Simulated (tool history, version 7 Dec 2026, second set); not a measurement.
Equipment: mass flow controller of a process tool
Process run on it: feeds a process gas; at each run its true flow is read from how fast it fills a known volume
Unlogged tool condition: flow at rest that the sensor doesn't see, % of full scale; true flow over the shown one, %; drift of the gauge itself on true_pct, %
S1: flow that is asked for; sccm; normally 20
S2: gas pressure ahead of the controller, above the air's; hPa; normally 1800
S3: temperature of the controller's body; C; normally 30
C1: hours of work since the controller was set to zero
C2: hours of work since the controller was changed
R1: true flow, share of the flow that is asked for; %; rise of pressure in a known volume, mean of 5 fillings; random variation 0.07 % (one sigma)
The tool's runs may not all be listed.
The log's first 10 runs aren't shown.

run	hour	S1	S2	S3	C1	C2	R1
11	855.6	20	1510	30	1707	1707	100.15
12	939.7	20	1510	30	1754	1754	100.09
13	988.7	20	1800	30	1781	1781	100.29
14	1033.6	20	1800	30	1806	1806	100.32
# hour 1043.7: controller's zero set anew
15	1144.6	20	1800	30	56	1868	100.62
16	1228.6	20	1800	30	103	1915	100.62
# hour 1258.9: controller's zero set anew, once more
17	1281.9	20	1740	30	13	1944	99.52
18	1327.9	20	1800	36	39	1970	100.12
19	1379.6	24	1710	25	67	1999	99.35
20	1427.8	6	2630	30	94	2026	100.05
21	1495.9	20	2580	24	132	2064	99.84
22	1558.7	20	1560	24	167	2099	99.01
23	1610.6	22	2330	39	196	2128	100.82
24	1718.3	22	2330	39	257	2188	100.91
25	1812	10	2410	38	309	2240	100.73
26	1872.2	39	2350	26	343	2274	100.42
27	1938.6	36	1740	30	380	2311	100.25
28	2037.5	36	1740	30	435	2366	99.98
29	2132.8	14	2800	30	488	2419	100.49
30	2223.1	20	1800	30	539	2470	99.89
31	2317.8	6	2360	21	591	2523	99.75
32	2382.7	14	1800	30	628	2559	99.78
33	2462.5	20	1600	30	672	2604	99.85

Predict each of these 3 candidate next runs independently; none follows another, all start after run 33:
A	2554.4	45	1600	30	724	2655	?
B	2554.4	19	1600	22	724	2655	?
C	2554.4	20	1640	38	724	2655	?

run	R1
A	100.42
B	99.28
C	100.42
Without the tool's hidden state the same runs would have given:
run	R1
A	99.94
B	98.63
C	99.79
